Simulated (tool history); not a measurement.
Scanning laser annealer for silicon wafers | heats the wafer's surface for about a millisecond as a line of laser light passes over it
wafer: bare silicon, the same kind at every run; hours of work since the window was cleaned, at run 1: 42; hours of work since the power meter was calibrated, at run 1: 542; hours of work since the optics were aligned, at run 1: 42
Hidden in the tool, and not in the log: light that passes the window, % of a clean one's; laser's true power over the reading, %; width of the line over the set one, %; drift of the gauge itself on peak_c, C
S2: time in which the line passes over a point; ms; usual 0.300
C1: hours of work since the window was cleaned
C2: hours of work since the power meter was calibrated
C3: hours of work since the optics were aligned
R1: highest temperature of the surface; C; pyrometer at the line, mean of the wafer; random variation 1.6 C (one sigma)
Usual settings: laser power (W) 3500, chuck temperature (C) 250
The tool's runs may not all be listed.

run 1 hour=0.0 | laser_power_(W)=3500 S2=0.300 chuck_temperature_(C)=250 | C1=42 C2=542 C3=42 | R1=963
run 2 hour=17.3 | laser_power_(W)=3500 S2=0.300 chuck_temperature_(C)=250 | C1=56 C2=556 C3=56 | R1=963
run 3 hour=34.2 | laser_power_(W)=3500 S2=0.300 chuck_temperature_(C)=250 | C1=70 C2=569 C3=70 | R1=960
run 4 hour=60.5 | laser_power_(W)=3500 S2=0.300 chuck_temperature_(C)=250 | C1=91 C2=590 C3=91 | R1=963
run 5 hour=74.5 | laser_power_(W)=3500 S2=0.300 chuck_temperature_(C)=288 | C1=102 C2=601 C3=102 | R1=998
run 6 hour=90.1 | laser_power_(W)=3500 S2=0.300 chuck_temperature_(C)=288 | C1=114 C2=614 C3=114 | R1=1004
run 7 hour=101.3 | laser_power_(W)=3500 S2=0.300 chuck_temperature_(C)=216 | C1=123 C2=623 C3=123 | R1=925
run 8 hour=126.5 | laser_power_(W)=3500 S2=0.300 chuck_temperature_(C)=216 | C1=143 C2=643 C3=143 | R1=927
run 9 hour=144.3 | laser_power_(W)=3500 S2=0.300 chuck_temperature_(C)=216 | C1=157 C2=657 C3=157 | R1=929
run 10 hour=169.4 | laser_power_(W)=3342 S2=0.300 chuck_temperature_(C)=250 | C1=177 C2=677 C3=177 | R1=935
run 11 hour=182.5 | laser_power_(W)=3342 S2=0.300 chuck_temperature_(C)=250 | C1=188 C2=687 C3=188 | R1=931
run 12 hour=206.6 | laser_power_(W)=3500 S2=0.360 chuck_temperature_(C)=250 | C1=207 C2=706 C3=207 | R1=1024
run 13 hour=223.3 | laser_power_(W)=3500 S2=0.360 chuck_temperature_(C)=250 | C1=220 C2=720 C3=220 | R1=1021
run 14 hour=240.6 | laser_power_(W)=3500 S2=0.211 chuck_temperature_(C)=277 | C1=234 C2=734 C3=234 | R1=877
run 15 hour=265.2 | laser_power_(W)=3205 S2=0.219 chuck_temperature_(C)=215 | C1=253 C2=753 C3=253 | R1=781
run 16 hour=288.2 | laser_power_(W)=3840 S2=0.300 chuck_temperature_(C)=217 | C1=272 C2=771 C3=272 | R1=990
run 17 hour=309.7 | laser_power_(W)=3500 S2=0.300 chuck_temperature_(C)=260 | C1=289 C2=788 C3=289 | R1=970
run 18 hour=331.8 | laser_power_(W)=3435 S2=0.300 chuck_temperature_(C)=240 | C1=306 C2=806 C3=306 | R1=939
run 19 hour=343.0 | laser_power_(W)=3330 S2=0.304 chuck_temperature_(C)=265 | C1=315 C2=815 C3=315 | R1=949
run 20 hour=366.5 | laser_power_(W)=3286 S2=0.300 chuck_temperature_(C)=245 | C1=334 C2=834 C3=334 | R1=917
-- hour=379.4 window over the wafer cleaned
run 21 hour=381.1 | laser_power_(W)=3390 S2=0.373 chuck_temperature_(C)=250 | C1=1 C2=844 C3=344 | R1=1015
run 22 hour=392.5 | laser_power_(W)=3522 S2=0.245 chuck_temperature_(C)=234 | C1=10 C2=853 C3=353 | R1=886
run 23 hour=414.1 | laser_power_(W)=3405 S2=0.237 chuck_temperature_(C)=261 | C1=28 C2=870 C3=370 | R1=881
run 24 hour=439.8 | laser_power_(W)=3770 S2=0.313 chuck_temperature_(C)=250 | C1=48 C2=890 C3=391 | R1=1025
run 25 hour=460.1 | laser_power_(W)=3227 S2=0.311 chuck_temperature_(C)=233 | C1=64 C2=907 C3=407 | R1=905
run 26 hour=475.5 | laser_power_(W)=3227 S2=0.281 chuck_temperature_(C)=235 | C1=76 C2=919 C3=419 | R1=874

Forecast each of these 5 alternatives for the next run:
run A hour=488.0 | laser_power_(W)=3227 S2=0.281 chuck_temperature_(C)=215 | C1=86 C2=929 C3=429 | R1=?
run B hour=488.0 | laser_power_(W)=3565 S2=0.331 chuck_temperature_(C)=220 | C1=86 C2=929 C3=429 | R1=?
run C hour=488.0 | laser_power_(W)=3227 S2=0.312 chuck_temperature_(C)=235 | C1=86 C2=929 C3=429 | R1=?
run D hour=488.0 | laser_power_(W)=3500 S2=0.300 chuck_temperature_(C)=233 | C1=86 C2=929 C3=429 | R1=?
run E hour=488.0 | laser_power_(W)=3613 S2=0.251 chuck_temperature_(C)=238 | C1=86 C2=929 C3=429 | R1=?

run=A R1=855
run=B R1=976
run=C R1=906
run=D R1=944
run=E R1=914
Without the tool's hidden state the same runs would have given:
run=A R1=855
run=B R1=976
run=C R1=906
run=D R1=944
run=E R1=914
